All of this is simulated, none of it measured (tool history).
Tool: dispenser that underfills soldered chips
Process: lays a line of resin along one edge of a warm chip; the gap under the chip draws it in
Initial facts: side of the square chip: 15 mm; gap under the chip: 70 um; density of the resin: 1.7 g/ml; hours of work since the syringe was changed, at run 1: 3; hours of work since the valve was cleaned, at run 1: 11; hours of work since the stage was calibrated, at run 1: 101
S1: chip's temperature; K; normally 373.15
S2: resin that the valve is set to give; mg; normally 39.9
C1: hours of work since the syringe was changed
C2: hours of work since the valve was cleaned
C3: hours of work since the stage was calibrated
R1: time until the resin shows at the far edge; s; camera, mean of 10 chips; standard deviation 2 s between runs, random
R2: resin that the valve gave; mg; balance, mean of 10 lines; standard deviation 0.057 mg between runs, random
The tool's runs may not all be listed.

run 1 hour=0 | S1=373.15 S2=39.9 | C1=3 C2=11 C3=101 | R1=232.3 R2=39.85
run 2 hour=3.4 | S1=373.15 S2=39.9 | C1=6 C2=14 C3=104 | R1=256.1 R2=39.69
run 3 hour=5.3 | S1=373.15 S2=39.9 | C1=7 C2=15 C3=105 | R1=261.6 R2=39.84
run 4 hour=8 | S1=373.15 S2=39.9 | C1=9 C2=17 C3=107 | R1=287.9 R2=39.68
-- hour=10.6 new syringe of resin
run 5 hour=11.2 | S1=373.15 S2=39.9 | C1=0 C2=19 C3=109 | R1=202.4 R2=39.66
run 6 hour=13.9 | S1=373.15 S2=39.9 | C1=2 C2=21 C3=111 | R1=218.6 R2=39.69
run 7 hour=17.3 | S1=373.15 S2=39.9 | C1=5 C2=24 C3=114 | R1=240.5 R2=39.56
run 8 hour=22 | S1=373.15 S2=35.2 | C1=8 C2=27 C3=117 | R1=284.3 R2=34.9
-- hour=25.5 new syringe of resin
run 9 hour=26.2 | S1=373.15 S2=35.2 | C1=1 C2=30 C3=120 | R1=214 R2=34.91
run 10 hour=29.9 | S1=373.15 S2=35.2 | C1=3 C2=33 C3=123 | R1=240.5 R2=34.9
run 11 hour=34 | S1=373.15 S2=35.2 | C1=6 C2=36 C3=126 | R1=265.4 R2=34.78
run 12 hour=36.3 | S1=373.15 S2=35.2 | C1=8 C2=38 C3=127 | R1=286.4 R2=34.73
-- hour=40.4 new syringe of resin
run 13 hour=41.2 | S1=373.15 S2=35.2 | C1=1 C2=41 C3=131 | R1=212.6 R2=34.68
run 14 hour=43.4 | S1=373.15 S2=39.9 | C1=2 C2=42 C3=132 | R1=220.3 R2=39.25
run 15 hour=45.6 | S1=373.15 S2=39.9 | C1=4 C2=44 C3=134 | R1=234.4 R2=39.27
run 16 hour=49.2 | S1=373.15 S2=39.9 | C1=6 C2=47 C3=137 | R1=256 R2=39.3
-- hour=54.4 dispensing valve cleaned and set on the balance
run 17 hour=54.4 | S1=373.15 S2=39.9 | C1=10 C2=0 C3=140 | R1=288.8 R2=39.91
-- hour=56.4 new syringe of resin
run 18 hour=58.4 | S1=374.15 S2=39.9 | C1=1 C2=3 C3=142 | R1=212.7 R2=39.76
run 19 hour=60.5 | S1=381.15 S2=48.5 | C1=3 C2=4 C3=144 | R1=178 R2=48.34
run 20 hour=64.1 | S1=381.15 S2=40.6 | C1=6 C2=7 C3=147 | R1=201.7 R2=40.56
run 21 hour=68.5 | S1=381.15 S2=40.6 | C1=9 C2=10 C3=150 | R1=226.5 R2=40.41
-- hour=71.4 new syringe of resin
run 22 hour=73.4 | S1=366.15 S2=36.6 | C1=1 C2=14 C3=153 | R1=274.1 R2=36.39
run 23 hour=76.8 | S1=387.15 S2=39.2 | C1=4 C2=16 C3=156 | R1=157.1 R2=38.9
run 24 hour=79 | S1=387.15 S2=39.2 | C1=6 C2=18 C3=157 | R1=167.1 R2=38.99
run 25 hour=82.1 | S1=387.15 S2=39.2 | C1=8 C2=20 C3=160 | R1=180.1 R2=38.93
run 26 hour=85.6 | S1=378.15 S2=47.7 | C1=10 C2=23 C3=162 | R1=249.5 R2=47.38
-- hour=86.6 new syringe of resin
run 27 hour=90.1 | S1=372.15 S2=36.5 | C1=3 C2=26 C3=165 | R1=242.6 R2=36.11
run 28 hour=93.3 | S1=368.15 S2=46.3 | C1=5 C2=28 C3=168 | R1=294.2 R2=45.67
run 29 hour=97.6 | S1=370.15 S2=34.8 | C1=8 C2=31 C3=171 | R1=321 R2=34.31
run 30 hour=100.1 | S1=370.15 S2=34.8 | C1=10 C2=33 C3=173 | R1=344.9 R2=34.29
-- hour=101.5 new syringe of resin
run 31 hour=103 | S1=370.15 S2=34.8 | C1=1 C2=35 C3=175 | R1=251.4 R2=34.31
run 32 hour=107.8 | S1=373.15 S2=51.1 | C1=5 C2=38 C3=178 | R1=242 R2=50.3
run 33 hour=110.8 | S1=369.15 S2=46.5 | C1=7 C2=41 C3=180 | R1=302.2 R2=45.67
run 34 hour=114.7 | S1=369.15 S2=46.5 | C1=10 C2=43 C3=183 | R1=334.3 R2=45.73
-- hour=116.6 new syringe of resin
run 35 hour=119.2 | S1=380.15 S2=40.1 | C1=2 C2=47 C3=186 | R1=178.5 R2=39.32

Take each entry between the runs: how does the hidden state at the last listed run before it differ from the hidden state at the first listed run after it?
Run 4 -> run 5: new syringe of resin (hour 10.6)
  resin's viscosity, % of fresh resin's: 141.1 -> 100.5; dose that the valve gives, % of what is set: 99.51 -> 99.43; true chip temperature over the reading, C: -0.37 -> -0.39
  measured minus no-state result, R1: +86.2 -> +3.6 s; R2: -0.2 -> -0.23 mg
Run 8 -> run 9: new syringe of resin (hour 25.5)
  resin's viscosity, % of fresh resin's: 135.4 -> 102.5; dose that the valve gives, % of what is set: 99.11 -> 99; true chip temperature over the reading, C: -0.44 -> -0.45
  measured minus no-state result, R1: +77.8 -> +8.9 s; R2: -0.31 -> -0.36 mg
Run 12 -> run 13: new syringe of resin (hour 40.4)
  resin's viscosity, % of fresh resin's: 135.9 -> 102.3; dose that the valve gives, % of what is set: 98.72 -> 98.59; true chip temperature over the reading, C: -0.5 -> -0.52
  measured minus no-state result, R1: +80 -> +9 s; R2: -0.45 -> -0.5 mg
Run 16 -> run 17: dispensing valve cleaned and set on the balance (hour 54.4)
  resin's viscosity, % of fresh resin's: 127.6 -> 143.1; dose that the valve gives, % of what is set: 98.36 -> 99.85; true chip temperature over the reading, C: -0.56 -> -0.58
  measured minus no-state result, R1: +59.4 -> +91 s; R2: -0.65 -> -0.06 mg
Run 17 -> run 18: new syringe of resin (hour 56.4)
  resin's viscosity, % of fresh resin's: 143.1 -> 107.5; dose that the valve gives, % of what is set: 99.85 -> 99.74; true chip temperature over the reading, C: -0.58 -> -0.6
  measured minus no-state result, R1: +91 -> +18.6 s; R2: -0.06 -> -0.11 mg
Run 21 -> run 22: new syringe of resin (hour 71.4)
  resin's viscosity, % of fresh resin's: 142.1 -> 105.2; dose that the valve gives, % of what is set: 99.46 -> 99.33; true chip temperature over the reading, C: -0.64 -> -0.67
  measured minus no-state result, R1: +70.4 -> +19.5 s; R2: -0.22 -> -0.24 mg
Run 26 -> run 27: new syringe of resin (hour 86.6)
  resin's viscosity, % of fresh resin's: 147.6 -> 111.8; dose that the valve gives, % of what is set: 98.98 -> 98.86; true chip temperature over the reading, C: -0.72 -> -0.74
  measured minus no-state result, R1: +84.3 -> +31.3 s; R2: -0.49 -> -0.42 mg
Run 30 -> run 31: new syringe of resin (hour 101.5)
  resin's viscosity, % of fresh resin's: 147.8 -> 105.7; dose that the valve gives, % of what is set: 98.57 -> 98.5; true chip temperature over the reading, C: -0.79 -> -0.8
  measured minus no-state result, R1: +118.3 -> +20.7 s; R2: -0.5 -> -0.52 mg
Run 34 -> run 35: new syringe of resin (hour 116.6)
  resin's viscosity, % of fresh resin's: 146.2 -> 105.9; dose that the valve gives, % of what is set: 98.15 -> 98.03; true chip temperature over the reading, C: -0.86 -> -0.88
  measured minus no-state result, R1: +112.2 -> +14.9 s; R2: -0.86 -> -0.79 mg

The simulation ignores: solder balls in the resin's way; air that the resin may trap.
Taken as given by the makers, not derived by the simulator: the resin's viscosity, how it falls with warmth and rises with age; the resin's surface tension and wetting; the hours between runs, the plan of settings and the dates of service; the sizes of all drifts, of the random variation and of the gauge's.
